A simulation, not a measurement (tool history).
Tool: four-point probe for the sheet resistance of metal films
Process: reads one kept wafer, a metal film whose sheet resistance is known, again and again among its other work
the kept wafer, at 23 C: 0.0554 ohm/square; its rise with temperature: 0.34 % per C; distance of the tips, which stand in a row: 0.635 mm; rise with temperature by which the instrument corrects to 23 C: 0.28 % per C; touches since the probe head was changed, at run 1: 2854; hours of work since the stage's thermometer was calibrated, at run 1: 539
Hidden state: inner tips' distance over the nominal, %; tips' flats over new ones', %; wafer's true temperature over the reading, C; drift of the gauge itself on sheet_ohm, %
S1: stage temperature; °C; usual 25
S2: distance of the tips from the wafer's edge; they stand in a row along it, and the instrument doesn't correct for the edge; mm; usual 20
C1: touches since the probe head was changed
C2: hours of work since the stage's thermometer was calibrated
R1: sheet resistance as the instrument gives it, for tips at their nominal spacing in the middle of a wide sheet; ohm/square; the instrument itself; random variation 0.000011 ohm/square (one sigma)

| run | hour | S1 | S2 | C1 | C2 | R1 |
|---|---|---|---|---|---|---|
| 1 | 0 | 25 | 20 | 2854 | 539 | 0.055418 |
| 2 | 16.8 | 25 | 20 | 3483 | 548 | 0.0554 |
| 3 | 33.1 | 25 | 20 | 4095 | 556 | 0.055411 |
| 4 | 47.4 | 25 | 20 | 4634 | 563 | 0.055411 |
| 5 | 76.9 | 25 | 20 | 5737 | 578 | 0.055401 |
| 6 | 101.5 | 25 | 20 | 6662 | 591 | 0.055419 |
| 7 | 124.1 | 25 | 67 | 7510 | 603 | 0.05538 |
| 8 | 141 | 25 | 67 | 8145 | 611 | 0.05539 |
| 9 | 159.8 | 25 | 26 | 8847 | 621 | 0.055389 |
| 10 | 178.1 | 25 | 20 | 9534 | 630 | 0.055402 |
| 11 | 197.9 | 25 | 11 | 10277 | 641 | 0.055446 |
| 12 | 220.9 | 25 | 11 | 11140 | 652 | 0.055478 |
| 13 | 234 | 25 | 11 | 11633 | 659 | 0.055462 |
| 14 | 251.6 | 25 | 11 | 12293 | 668 | 0.055491 |
|  | 253.8 | stage's thermometer calibrated |
| 15 | 278.8 | 23 | 11 | 13292 | 13 | 0.055396 |
|  | 301.8 | stage's thermometer calibrated, once more |
| 16 | 302.4 | 23 | 11 | 14161 | 0 | 0.055434 |
| 17 | 324.5 | 23 | 11 | 14990 | 12 | 0.055435 |
| 18 | 342.4 | 25 | 20 | 15659 | 21 | 0.055422 |
| 19 | 367.3 | 25 | 20 | 16593 | 34 | 0.055406 |
| 20 | 390.3 | 25 | 20 | 17458 | 45 | 0.055401 |
| 21 | 405.2 | 25 | 20 | 18015 | 53 | 0.055428 |
| 22 | 423.4 | 27 | 9 | 18700 | 62 | 0.055591 |
| 23 | 438.1 | 28 | 35 | 19249 | 70 | 0.055487 |
| 24 | 462.7 | 20 | 46 | 20175 | 83 | 0.055245 |
| 25 | 479.1 | 35 | 6 | 20789 | 91 | 0.056014 |
| 26 | 506.5 | 34 | 24 | 21816 | 105 | 0.055662 |
| 27 | 519.7 | 34 | 24 | 22310 | 112 | 0.055661 |
| 28 | 538.8 | 22 | 14 | 23029 | 122 | 0.055344 |
| 29 | 569.3 | 27 | 41 | 24170 | 137 | 0.055452 |
| 30 | 594 | 27 | 41 | 25096 | 150 | 0.055449 |
| 31 | 617.7 | 27 | 41 | 25987 | 162 | 0.055439 |
| 32 | 647.6 | 33 | 8 | 27110 | 178 | 0.05579 |
| 33 | 675.4 | 33 | 8 | 28152 | 192 | 0.055796 |
| 34 | 692.3 | 25 | 9 | 28786 | 201 | 0.055518 |
| 35 | 708.5 | 25 | 9 | 29394 | 209 | 0.055509 |
| 36 | 737.9 | 26 | 14 | 30495 | 224 | 0.055449 |
| 37 | 758.5 | 18 | 11 | 31270 | 235 | 0.055264 |
| 38 | 784 | 25 | 9 | 32225 | 248 | 0.055489 |

Some steps in R1 between neighbouring runs. How much of each would the tool show without its hidden state too (settings, what came in, random variation), and how much is left for the hidden state, with any gauge scatter that isn't in both results?
Run 14 -> 15: S1 25 -> 23, stage's thermometer calibrated. R1 -0.000095 ohm/square: hidden state -0.000016, all else -0.000079.
Run 15 -> 16: stage's thermometer calibrated, once more. R1 +0.000038 ohm/square: hidden state +0.000042, all else -0.000004.
Run 16 -> 17: no setting changed, nothing entered. R1 +0.000001 ohm/square: hidden state -0.000003, all else +0.000004.
Run 24 -> 25: S1 20 -> 35, S2 46 -> 6. R1 +0.000769 ohm/square: hidden state -0.000003, all else +0.000772.
Run 25 -> 26: S1 35 -> 34, S2 6 -> 24. R1 -0.000352 ohm/square: hidden state -0.000001, all else -0.000351.
Run 31 -> 32: S1 27 -> 33, S2 41 -> 8. R1 +0.000351 ohm/square: hidden state -0.000003, all else +0.000354.
